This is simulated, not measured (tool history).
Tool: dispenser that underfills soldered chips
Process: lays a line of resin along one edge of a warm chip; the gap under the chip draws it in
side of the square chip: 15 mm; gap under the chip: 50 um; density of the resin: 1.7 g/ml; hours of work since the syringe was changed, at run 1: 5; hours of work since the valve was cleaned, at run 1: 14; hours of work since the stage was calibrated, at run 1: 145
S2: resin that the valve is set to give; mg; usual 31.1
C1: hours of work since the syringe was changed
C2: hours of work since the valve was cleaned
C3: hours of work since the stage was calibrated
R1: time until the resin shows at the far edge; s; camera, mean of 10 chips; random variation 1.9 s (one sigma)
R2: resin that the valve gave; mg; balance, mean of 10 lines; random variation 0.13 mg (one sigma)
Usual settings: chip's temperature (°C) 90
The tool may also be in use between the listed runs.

{"run": 1, "day": 0.0, "chip's temperature (°C)": 90, "S2": 31.1, "C1": 5, "C2": 14, "C3": 145, "R1": 275.9, "R2": 30.65}
{"run": 2, "day": 0.221, "chip's temperature (°C)": 90, "S2": 31.1, "C1": 8, "C2": 18, "C3": 148, "R1": 357.1, "R2": 30.68}
{"day": 0.321, "done": "new syringe of resin"}
{"run": 3, "day": 0.529, "chip's temperature (°C)": 90, "S2": 31.1, "C1": 3, "C2": 23, "C3": 153, "R1": 261.0, "R2": 30.66}
{"run": 4, "day": 0.658, "chip's temperature (°C)": 90, "S2": 31.1, "C1": 6, "C2": 25, "C3": 155, "R1": 300.5, "R2": 30.51}
{"run": 5, "day": 0.862, "chip's temperature (°C)": 90, "S2": 31.1, "C1": 9, "C2": 28, "C3": 159, "R1": 380.5, "R2": 30.49}
{"day": 0.904, "done": "new syringe of resin"}
{"run": 6, "day": 1.104, "chip's temperature (°C)": 90, "S2": 31.1, "C1": 3, "C2": 32, "C3": 163, "R1": 254.4, "R2": 30.46}
{"run": 7, "day": 1.408, "chip's temperature (°C)": 90, "S2": 31.1, "C1": 8, "C2": 37, "C3": 168, "R1": 360.6, "R2": 30.31}
{"day": 1.483, "done": "new syringe of resin"}
{"run": 8, "day": 1.642, "chip's temperature (°C)": 90, "S2": 29.6, "C1": 3, "C2": 41, "C3": 172, "R1": 245.4, "R2": 28.67}
{"run": 9, "day": 1.792, "chip's temperature (°C)": 90, "S2": 29.6, "C1": 5, "C2": 43, "C3": 174, "R1": 290.9, "R2": 28.62}
{"run": 10, "day": 2.038, "chip's temperature (°C)": 90, "S2": 29.6, "C1": 9, "C2": 47, "C3": 178, "R1": 383.7, "R2": 28.63}
{"day": 2.067, "done": "new syringe of resin"}
{"run": 11, "day": 2.204, "chip's temperature (°C)": 90, "S2": 29.6, "C1": 2, "C2": 50, "C3": 181, "R1": 241.0, "R2": 28.47}
{"run": 12, "day": 2.504, "chip's temperature (°C)": 90, "S2": 29.6, "C1": 7, "C2": 55, "C3": 186, "R1": 344.3, "R2": 28.58}
{"day": 2.654, "done": "new syringe of resin"}
{"run": 13, "day": 2.708, "chip's temperature (°C)": 90, "S2": 29.6, "C1": 1, "C2": 58, "C3": 189, "R1": 224.7, "R2": 28.06}
{"run": 14, "day": 2.975, "chip's temperature (°C)": 90, "S2": 29.6, "C1": 5, "C2": 63, "C3": 193, "R1": 302.2, "R2": 28.39}
{"day": 3.242, "done": "new syringe of resin"}
{"run": 15, "day": 3.292, "chip's temperature (°C)": 90, "S2": 29.6, "C1": 1, "C2": 68, "C3": 198, "R1": 221.0, "R2": 27.85}
{"run": 16, "day": 3.542, "chip's temperature (°C)": 90, "S2": 29.6, "C1": 5, "C2": 72, "C3": 203, "R1": 293.6, "R2": 27.95}
{"run": 17, "day": 3.771, "chip's temperature (°C)": 90, "S2": 29.6, "C1": 9, "C2": 76, "C3": 206, "R1": 388.3, "R2": 27.87}
{"day": 3.829, "done": "new syringe of resin"}
{"run": 18, "day": 3.975, "chip's temperature (°C)": 90, "S2": 29.6, "C1": 2, "C2": 79, "C3": 210, "R1": 244.3, "R2": 28.13}
{"run": 19, "day": 4.112, "chip's temperature (°C)": 90, "S2": 29.6, "C1": 5, "C2": 81, "C3": 212, "R1": 291.9, "R2": 27.81}
{"day": 4.279, "done": "dispensing valve cleaned and set on the balance"}
{"run": 20, "day": 4.283, "chip's temperature (°C)": 91, "S2": 33.5, "C1": 7, "C2": 0, "C3": 214, "R1": 313.9, "R2": 33.55}
{"day": 4.442, "done": "new syringe of resin"}
{"run": 21, "day": 4.462, "chip's temperature (°C)": 102, "S2": 34.0, "C1": 0, "C2": 3, "C3": 217, "R1": 125.5, "R2": 34.11}
{"run": 22, "day": 4.746, "chip's temperature (°C)": 97, "S2": 27.3, "C1": 5, "C2": 8, "C3": 222, "R1": 222.6, "R2": 27.07}
{"run": 23, "day": 4.996, "chip's temperature (°C)": 88, "S2": 37.4, "C1": 9, "C2": 12, "C3": 226, "R1": 411.9, "R2": 37.34}
{"day": 5.025, "done": "new syringe of resin"}
{"run": 24, "day": 5.233, "chip's temperature (°C)": 86, "S2": 26.7, "C1": 4, "C2": 16, "C3": 230, "R1": 319.0, "R2": 26.49}
{"run": 25, "day": 5.471, "chip's temperature (°C)": 86, "S2": 26.7, "C1": 7, "C2": 19, "C3": 234, "R1": 417.1, "R2": 26.38}
{"day": 5.612, "done": "new syringe of resin"}
{"run": 26, "day": 5.733, "chip's temperature (°C)": 87, "S2": 33.6, "C1": 2, "C2": 24, "C3": 238, "R1": 264.5, "R2": 33.26}
{"run": 27, "day": 5.883, "chip's temperature (°C)": 87, "S2": 33.6, "C1": 5, "C2": 26, "C3": 240, "R1": 312.5, "R2": 32.93}
{"run": 28, "day": 6.017, "chip's temperature (°C)": 84, "S2": 32.6, "C1": 7, "C2": 28, "C3": 243, "R1": 415.1, "R2": 32.16}
{"day": 6.2, "done": "new syringe of resin"}
{"run": 29, "day": 6.254, "chip's temperature (°C)": 84, "S2": 32.6, "C1": 1, "C2": 32, "C3": 246, "R1": 281.6, "R2": 32.09}

Hidden state at the last listed run before each entry between runs and at the first one after, where it differs:
Between runs 2 and 3: new syringe of resin (day 0.321)
  resin's viscosity, % of fresh resin's: 177.7 -> 129.4; dose that the valve gives, % of what is set: 98.64 -> 98.28; true chip temperature over the reading, C: -1.27 -> -1.31
  measured less the result without the state, R1: +166.5 -> +70.2 s; R2: -0.42 -> -0.53 mg
Between runs 5 and 6: new syringe of resin (day 0.904)
  resin's viscosity, % of fresh resin's: 190.6 -> 126.5; dose that the valve gives, % of what is set: 97.85 -> 97.58; true chip temperature over the reading, C: -1.35 -> -1.37
  measured less the result without the state, R1: +192.0 -> +65.1 s; R2: -0.67 -> -0.75 mg
Between runs 7 and 8: new syringe of resin (day 1.483)
  resin's viscosity, % of fresh resin's: 180.3 -> 120.5; dose that the valve gives, % of what is set: 97.17 -> 96.89; true chip temperature over the reading, C: -1.41 -> -1.44
  measured less the result without the state, R1: +172.7 -> +54.3 s; R2: -0.89 -> -0.92 mg
Between runs 10 and 11: new syringe of resin (day 2.067)
  resin's viscosity, % of fresh resin's: 191 -> 117.9; dose that the valve gives, % of what is set: 96.4 -> 96.22; true chip temperature over the reading, C: -1.49 -> -1.51
  measured less the result without the state, R1: +195.8 -> +50.0 s; R2: -1.06 -> -1.12 mg
Between runs 12 and 13: new syringe of resin (day 2.654)
  resin's viscosity, % of fresh resin's: 167.6 -> 107.7; dose that the valve gives, % of what is set: 95.84 -> 95.57; true chip temperature over the reading, C: -1.54 -> -1.57
  measured less the result without the state, R1: +152.8 -> +30.4 s; R2: -1.24 -> -1.31 mg
Between runs 14 and 15: new syringe of resin (day 3.242)
  resin's viscosity, % of fresh resin's: 146.7 -> 107.1; dose that the valve gives, % of what is set: 95.27 -> 94.9; true chip temperature over the reading, C: -1.6 -> -1.64
  measured less the result without the state, R1: +110.6 -> +29.7 s; R2: -1.41 -> -1.50 mg
Between runs 17 and 18: new syringe of resin (day 3.829)
  resin's viscosity, % of fresh resin's: 187.2 -> 119.9; dose that the valve gives, % of what is set: 94.31 -> 94.06; true chip temperature over the reading, C: -1.7 -> -1.72
  measured less the result without the state, R1: +196.5 -> +56.3 s; R2: -1.69 -> -1.77 mg
Between runs 19 and 20: dispensing valve cleaned and set on the balance (day 4.279)
  resin's viscosity, % of fresh resin's: 140.4 -> 163.4; dose that the valve gives, % of what is set: 93.9 -> 100.27; true chip temperature over the reading, C: -1.74 -> -1.76
  measured less the result without the state, R1: +100.3 -> +135.1 s; R2: -1.81 -> +0.09 mg
Between runs 20 and 21: new syringe of resin (day 4.442)
  resin's viscosity, % of fresh resin's: 163.4 -> 101; dose that the valve gives, % of what is set: 100.27 -> 100.08; true chip temperature over the reading, C: -1.76 -> -1.78
  measured less the result without the state, R1: +135.1 -> +9.5 s; R2: +0.09 -> +0.03 mg
Between runs 23 and 24: new syringe of resin (day 5.025)
  resin's viscosity, % of fresh resin's: 188.1 -> 128.3; dose that the valve gives, % of what is set: 99.48 -> 99.19; true chip temperature over the reading, C: -1.84 -> -1.87
  measured less the result without the state, R1: +209.0 -> +89.7 s; R2: -0.19 -> -0.21 mg
Between runs 25 and 26: new syringe of resin (day 5.612)
  resin's viscosity, % of fresh resin's: 169 -> 114.7; dose that the valve gives, % of what is set: 98.89 -> 98.6; true chip temperature over the reading, C: -1.9 -> -1.93
  measured less the result without the state, R1: +189.9 -> +51.9 s; R2: -0.30 -> -0.47 mg
Between runs 28 and 29: new syringe of resin (day 6.200)
  resin's viscosity, % of fresh resin's: 159.3 -> 108.4; dose that the valve gives, % of what is set: 98.25 -> 97.97; true chip temperature over the reading, C: -1.96 -> -1.99
  measured less the result without the state, R1: +176.0 -> +43.4 s; R2: -0.57 -> -0.66 mg
